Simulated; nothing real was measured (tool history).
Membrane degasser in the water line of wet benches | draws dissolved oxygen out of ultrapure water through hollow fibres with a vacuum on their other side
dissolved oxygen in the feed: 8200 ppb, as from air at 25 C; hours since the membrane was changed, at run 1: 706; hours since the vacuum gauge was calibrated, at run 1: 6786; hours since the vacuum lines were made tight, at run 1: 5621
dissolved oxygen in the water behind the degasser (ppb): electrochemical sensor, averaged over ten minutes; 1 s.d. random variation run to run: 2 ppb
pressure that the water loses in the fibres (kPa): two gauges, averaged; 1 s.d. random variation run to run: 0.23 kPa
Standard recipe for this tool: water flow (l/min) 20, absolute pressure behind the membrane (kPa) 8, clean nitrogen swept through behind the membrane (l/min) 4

run,hour,water flow (l/min),absolute pressure behind the membrane (kPa),clean nitrogen swept through behind the membrane (l/min),hours since the membrane was changed,hours since the vacuum gauge was calibrated,hours since the vacuum lines were made tight,dissolved oxygen in the water behind the degasser (ppb),pressure that the water loses in the fibres (kPa)
1,0,20,8,4,706,6786,5621,207.4,60.4
2,27.5,20,5,4,733,6813,5648,172.8,60.93
3,49.3,13,8,4,755,6835,5670,110,39.14
4,80.6,20,8,4,787,6866,5701,210.5,60.45
5,109.8,20,8,4,816,6896,5730,208.6,60.26
6,135.5,20,8,4,841,6921,5756,209.9,60.44
7,178.8,20,8,4,885,6964,5799,210.9,60.81
8,225.1,20,8,4,931,7011,5846,206.7,60.6
9,253.7,20,8,4,960,7039,5874,209.6,60.63
10,299,20,8,4,1005,7085,5920,207.8,60.46
11,340.1,20,8,4,1046,7126,5961,206.5,60.62
12,374.9,20,8,4,1081,7161,5995,211.1,60.98
13,420.9,19,8,4,1127,7207,6041,198.7,57.76
# hour 424.6: vacuum gauge calibrated
14,444.7,28,7.29,10.83,1150,20,6065,280.9,85.31
15,473.7,28,7.29,10.83,1179,49,6094,277.9,85.2
16,507,28,7.29,10.83,1212,82,6127,278.8,84.89
17,526.3,28,7.57,4.05,1232,102,6146,330.2,85.19
18,557.5,24,5.13,2.31,1263,133,6178,260.2,73.49
19,600.3,24,5.13,2.31,1306,176,6220,265.9,73.07
# hour 607: vacuum gauge calibrated, once more
20,640.3,24,5.13,2.31,1345,33,6260,243.1,73.01
21,678.8,20,13.18,4,1384,72,6298,268.3,61.42
22,698,29,11.09,2.58,1403,91,6318,458.7,87.5
23,724.6,29,11.09,2.58,1430,118,6344,455.2,88.1
24,764.3,20,9.16,11.7,1469,157,6384,175,61.38
25,796.1,25,8,4,1501,189,6416,279.6,76.19

Branching from run 25: 4 alternative next runs. What would each branch give?
A,834.6,23,8,4,1540,228,6454,?,?
B,834.6,20,18.48,4,1540,228,6454,?,?
C,834.6,23,19.78,4.57,1540,228,6454,?,?
D,834.6,18,15.16,4,1540,228,6454,?,?

run,dissolved oxygen in the water behind the degasser (ppb),pressure that the water loses in the fibres (kPa)
A,249.8,70.24
B,332.3,60.87
C,375.5,70.11
D,258.8,55.14
The same runs, with their run-to-run variation unchanged, on a tool lacking any hidden condition would have given:
run,dissolved oxygen in the water behind the degasser (ppb),pressure that the water loses in the fibres (kPa)
A,238,69.24
B,319.3,60
C,361.6,69.1
D,247.5,54.36
